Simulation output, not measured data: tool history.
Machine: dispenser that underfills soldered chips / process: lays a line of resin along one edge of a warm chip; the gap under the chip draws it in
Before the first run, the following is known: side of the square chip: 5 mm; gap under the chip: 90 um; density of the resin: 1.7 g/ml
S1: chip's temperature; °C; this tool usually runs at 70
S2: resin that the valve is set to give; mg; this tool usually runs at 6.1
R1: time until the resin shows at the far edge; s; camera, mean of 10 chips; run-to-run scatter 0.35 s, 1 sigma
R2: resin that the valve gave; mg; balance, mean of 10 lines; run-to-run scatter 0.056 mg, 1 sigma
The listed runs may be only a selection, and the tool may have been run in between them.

| run | hour | S1 | S2 | R1 | R2 |
|---|---|---|---|---|---|
| 1 | 0 | 70 | 6.1 | 20.1 | 5.9 |
| 2 | 6.6 | 70 | 6.1 | 24.6 | 5.89 |
|  | 9.2 | new syringe of resin |
| 3 | 16.8 | 70 | 6.1 | 22.4 | 5.69 |
|  | 23 | new syringe of resin |
| 4 | 28.3 | 70 | 6.1 | 20.5 | 5.74 |
|  | 37.2 | new syringe of resin |
| 5 | 42.9 | 70 | 6.1 | 19.8 | 5.75 |
| 6 | 49.2 | 70 | 6.1 | 24.6 | 5.79 |
|  | 50.8 | new syringe of resin |
|  | 59.6 | dispensing valve cleaned and set on the balance |
| 7 | 61.1 | 70 | 6.1 | 23.9 | 6.08 |
|  | 66.1 | new syringe of resin |
| 8 | 72.2 | 70 | 6.58 | 20 | 6.49 |
|  | 80.3 | new syringe of resin |
| 9 | 84.4 | 70 | 6.58 | 18.9 | 6.5 |
| 10 | 92.5 | 69 | 6.1 | 26.5 | 5.89 |
|  | 94.5 | new syringe of resin |
| 11 | 102.9 | 70 | 7.12 | 22.1 | 6.93 |
|  | 108.7 | new syringe of resin |
| 12 | 117.2 | 70 | 7.12 | 21.8 | 6.72 |
|  | 122.8 | new syringe of resin |
| 13 | 133.1 | 70 | 6.1 | 24 | 5.79 |
|  | 136.9 | new syringe of resin |
| 14 | 144.7 | 70 | 6.1 | 21.4 | 5.68 |
|  | 150.9 | new syringe of resin |
| 15 | 155 | 80 | 7.81 | 12.5 | 7.49 |
| 16 | 163.4 | 78 | 7 | 17.9 | 6.61 |
|  | 164.6 | new syringe of resin |
| 17 | 175.4 | 66 | 5.27 | 30.3 | 4.93 |
|  | 178.9 | new syringe of resin |
| 18 | 183.3 | 66 | 5.27 | 24.4 | 4.95 |
|  | 188.6 | dispensing valve cleaned and set on the balance |
| 19 | 192.4 | 59 | 6.1 | 43.5 | 6.04 |
|  | 194 | new syringe of resin |
| 20 | 203.2 | 59 | 6.1 | 38.9 | 6.05 |
|  | 208 | new syringe of resin |
| 21 | 210.5 | 59 | 6.1 | 31.8 | 5.91 |
| 22 | 220.6 | 59 | 6.1 | 44 | 5.88 |
|  | 222.3 | new syringe of resin |
| 23 | 232.8 | 61 | 6.14 | 36 | 5.92 |
|  | 236.4 | new syringe of resin |
| 24 | 241.2 | 73 | 6.9 | 17.3 | 6.72 |
|  | 250.6 | new syringe of resin |
| 25 | 252.6 | 73 | 6.42 | 15.4 | 6.22 |
|  | 265 | new syringe of resin |
| 26 | 265 | 73 | 6.42 | 14.3 | 6.12 |
| 27 | 272.6 | 61 | 7.3 | 32.1 | 6.92 |
|  | 279.5 | new syringe of resin |
| 28 | 279.9 | 65 | 7.82 | 21 | 7.49 |

Consider 4 possible next runs. They are alternatives, not a sequence: every one starts from the tool as it was left by run 28. What does each give?
| A | 291 | 77 | 6.1 | ? | ? |
| B | 291 | 70 | 5.23 | ? | ? |
| C | 291 | 70 | 7.19 | ? | ? |
| D | 291 | 85 | 7.88 | ? | ? |

| run | R1 | R2 |
|---|---|---|
| A | 17.7 | 5.81 |
| B | 25.6 | 4.95 |
| C | 23.8 | 6.79 |
| D | 12 | 7.38 |
Without the tool's unlogged condition, the same runs would have read:
| run | R1 | R2 |
|---|---|---|
| A | 12.9 | 6.15 |
| B | 18.5 | 5.24 |
| C | 17.3 | 7.19 |
| D | 8.7 | 7.82 |
